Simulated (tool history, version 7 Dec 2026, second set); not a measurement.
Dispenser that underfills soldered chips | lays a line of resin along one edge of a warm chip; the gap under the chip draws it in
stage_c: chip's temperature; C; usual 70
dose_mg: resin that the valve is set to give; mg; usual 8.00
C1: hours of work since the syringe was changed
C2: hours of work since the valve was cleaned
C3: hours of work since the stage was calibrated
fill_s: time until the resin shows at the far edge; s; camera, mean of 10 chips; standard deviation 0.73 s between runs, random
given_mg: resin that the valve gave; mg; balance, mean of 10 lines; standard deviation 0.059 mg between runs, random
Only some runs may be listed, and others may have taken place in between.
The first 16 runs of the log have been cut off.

{"run": 17, "hour": 157.4, "stage_c": 70, "dose_mg": 8.0, "C1": 8, "C2": 45, "C3": 192, "fill_s": 124.5, "given_mg": 7.76}
{"hour": 159.0, "done": "new syringe of resin"}
{"hour": 170.1, "done": "new syringe of resin"}
{"run": 18, "hour": 171.2, "stage_c": 70, "dose_mg": 8.0, "C1": 1, "C2": 55, "C3": 202, "fill_s": 74.5, "given_mg": 7.8}
{"hour": 181.5, "done": "new syringe of resin"}
{"run": 19, "hour": 181.6, "stage_c": 70, "dose_mg": 8.0, "C1": 0, "C2": 63, "C3": 210, "fill_s": 70.6, "given_mg": 7.78}
{"hour": 193.4, "done": "new syringe of resin"}
{"run": 20, "hour": 195.0, "stage_c": 70, "dose_mg": 8.0, "C1": 1, "C2": 73, "C3": 220, "fill_s": 73.3, "given_mg": 7.61}
{"run": 21, "hour": 201.4, "stage_c": 70, "dose_mg": 8.0, "C1": 6, "C2": 78, "C3": 225, "fill_s": 108.8, "given_mg": 7.68}
{"hour": 205.4, "done": "new syringe of resin"}
{"run": 22, "hour": 214.5, "stage_c": 59, "dose_mg": 9.4, "C1": 7, "C2": 88, "C3": 235, "fill_s": 185.0, "given_mg": 8.8}
{"hour": 216.7, "done": "new syringe of resin"}
{"run": 23, "hour": 224.3, "stage_c": 72, "dose_mg": 8.19, "C1": 6, "C2": 96, "C3": 243, "fill_s": 100.3, "given_mg": 7.73}
{"hour": 228.3, "done": "new syringe of resin"}
{"run": 24, "hour": 236.7, "stage_c": 72, "dose_mg": 8.19, "C1": 7, "C2": 105, "C3": 252, "fill_s": 101.5, "given_mg": 7.6}
{"hour": 240.6, "done": "new syringe of resin"}
{"run": 25, "hour": 244.6, "stage_c": 73, "dose_mg": 9.0, "C1": 3, "C2": 111, "C3": 258, "fill_s": 74.4, "given_mg": 8.42}
{"hour": 251.8, "done": "new syringe of resin"}
{"run": 26, "hour": 257.4, "stage_c": 73, "dose_mg": 9.95, "C1": 4, "C2": 120, "C3": 267, "fill_s": 81.7, "given_mg": 9.34}
{"hour": 262.9, "done": "new syringe of resin"}
{"run": 27, "hour": 265.7, "stage_c": 73, "dose_mg": 9.95, "C1": 2, "C2": 127, "C3": 274, "fill_s": 68.4, "given_mg": 9.17}
{"hour": 274.4, "done": "new syringe of resin"}
{"run": 28, "hour": 274.4, "stage_c": 60, "dose_mg": 9.83, "C1": 0, "C2": 133, "C3": 280, "fill_s": 105.1, "given_mg": 9.04}
{"hour": 285.2, "done": "dispensing valve cleaned and set on the balance"}
{"run": 29, "hour": 285.2, "stage_c": 75, "dose_mg": 7.78, "C1": 8, "C2": 0, "C3": 288, "fill_s": 98.4, "given_mg": 7.67}
{"hour": 286.8, "done": "new syringe of resin"}
{"run": 30, "hour": 291.9, "stage_c": 75, "dose_mg": 7.78, "C1": 4, "C2": 5, "C3": 293, "fill_s": 75.1, "given_mg": 7.78}
{"hour": 298.4, "done": "new syringe of resin"}
{"run": 31, "hour": 306.3, "stage_c": 75, "dose_mg": 7.78, "C1": 6, "C2": 16, "C3": 304, "fill_s": 89.8, "given_mg": 7.71}
{"hour": 309.8, "done": "new syringe of resin"}
{"run": 32, "hour": 317.5, "stage_c": 82, "dose_mg": 8.56, "C1": 6, "C2": 24, "C3": 312, "fill_s": 64.5, "given_mg": 8.41}
{"hour": 321.1, "done": "new syringe of resin"}
{"run": 33, "hour": 329.7, "stage_c": 82, "dose_mg": 8.56, "C1": 7, "C2": 33, "C3": 321, "fill_s": 69.5, "given_mg": 8.3}
{"hour": 333.0, "done": "new syringe of resin"}
{"run": 34, "hour": 338.7, "stage_c": 69, "dose_mg": 8.22, "C1": 4, "C2": 40, "C3": 328, "fill_s": 100.7, "given_mg": 8.01}
{"hour": 344.2, "done": "new syringe of resin"}
{"run": 35, "hour": 347.1, "stage_c": 70, "dose_mg": 8.67, "C1": 2, "C2": 46, "C3": 334, "fill_s": 81.9, "given_mg": 8.3}

Branching from run 35: 3 alternative next runs. What would each branch give?
{"hour": 356.2, "done": "new syringe of resin"}
{"run": "A", "hour": 359.2, "stage_c": 76, "dose_mg": 8.45, "C1": 2, "C2": 56, "C3": 343, "fill_s": "?", "given_mg": "?"}
{"hour": 356.2, "done": "new syringe of resin"}
{"run": "B", "hour": 359.2, "stage_c": 70, "dose_mg": 10.02, "C1": 2, "C2": 56, "C3": 343, "fill_s": "?", "given_mg": "?"}
{"hour": 356.2, "done": "new syringe of resin"}
{"run": "C", "hour": 359.2, "stage_c": 75, "dose_mg": 8.77, "C1": 2, "C2": 56, "C3": 343, "fill_s": "?", "given_mg": "?"}

run=A fill_s=64.9 given_mg=8.14
run=B fill_s=82.0 given_mg=9.57
run=C fill_s=65.3 given_mg=8.31
What these runs would have given with no unlogged condition in the tool:
run=A fill_s=51.8 given_mg=8.47
run=B fill_s=65.5 given_mg=9.97
run=C fill_s=52.0 given_mg=8.66

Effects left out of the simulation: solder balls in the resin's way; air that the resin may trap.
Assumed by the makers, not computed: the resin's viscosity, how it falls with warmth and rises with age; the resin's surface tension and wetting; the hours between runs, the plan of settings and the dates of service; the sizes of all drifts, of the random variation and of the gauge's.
